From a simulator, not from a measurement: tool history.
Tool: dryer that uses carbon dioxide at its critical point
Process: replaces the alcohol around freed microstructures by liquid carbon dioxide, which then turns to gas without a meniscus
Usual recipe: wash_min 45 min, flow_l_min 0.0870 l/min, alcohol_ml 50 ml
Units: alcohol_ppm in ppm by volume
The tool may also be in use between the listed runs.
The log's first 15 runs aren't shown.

Run 16, hour 412.0: usual settings but wash_min 38 min, flow_l_min 0.1311 l/min. Result: alcohol_ppm 175 ppm by volume.
Run 17, hour 443.3: usual settings but wash_min 38 min, flow_l_min 0.1311 l/min. Result: alcohol_ppm 180 ppm by volume.
Run 18, hour 480.6: usual settings but wash_min 38 min, flow_l_min 0.1311 l/min. Result: alcohol_ppm 199 ppm by volume.
Run 19, hour 518.2: usual settings. Result: alcohol_ppm 700 ppm by volume.
Run 20, hour 541.8: usual settings. Result: alcohol_ppm 727 ppm by volume.
Run 21, hour 578.3: usual settings. Result: alcohol_ppm 739 ppm by volume.
Run 22, hour 601.5: usual settings. Result: alcohol_ppm 768 ppm by volume.
At hour 627.6: inlet filter changed.
Run 23, hour 634.3: usual settings. Result: alcohol_ppm 386 ppm by volume.
Run 24, hour 662.3: usual settings. Result: alcohol_ppm 406 ppm by volume.
Run 25, hour 697.2: usual settings but flow_l_min 0.1056 l/min. Result: alcohol_ppm 189 ppm by volume.
Run 26, hour 735.5: usual settings but wash_min 40 min, flow_l_min 0.0845 l/min, alcohol_ml 44 ml. Result: alcohol_ppm 770 ppm by volume.
Run 27, hour 751.8: usual settings but alcohol_ml 21 ml. Result: alcohol_ppm 241 ppm by volume.
Run 28, hour 786.4: usual settings but alcohol_ml 21 ml. Result: alcohol_ppm 250 ppm by volume.
Run 29, hour 804.9: usual settings but wash_min 35 min, alcohol_ml 47 ml. Result: alcohol_ppm 1345 ppm by volume.
Run 30, hour 831.8: usual settings but wash_min 35 min, alcohol_ml 47 ml. Result: alcohol_ppm 1361 ppm by volume.

What will run 31 give?
Run 31, hour 869.1: usual settings but wash_min 35 min, alcohol_ml 47 ml. Result: alcohol_ppm ?.

Run 31 measured alcohol_ppm 1464 ppm by volume.
Take away the tool's hidden state, keep the run-to-run variation as it was, and the same run would have given alcohol_ppm 1047 ppm by volume.
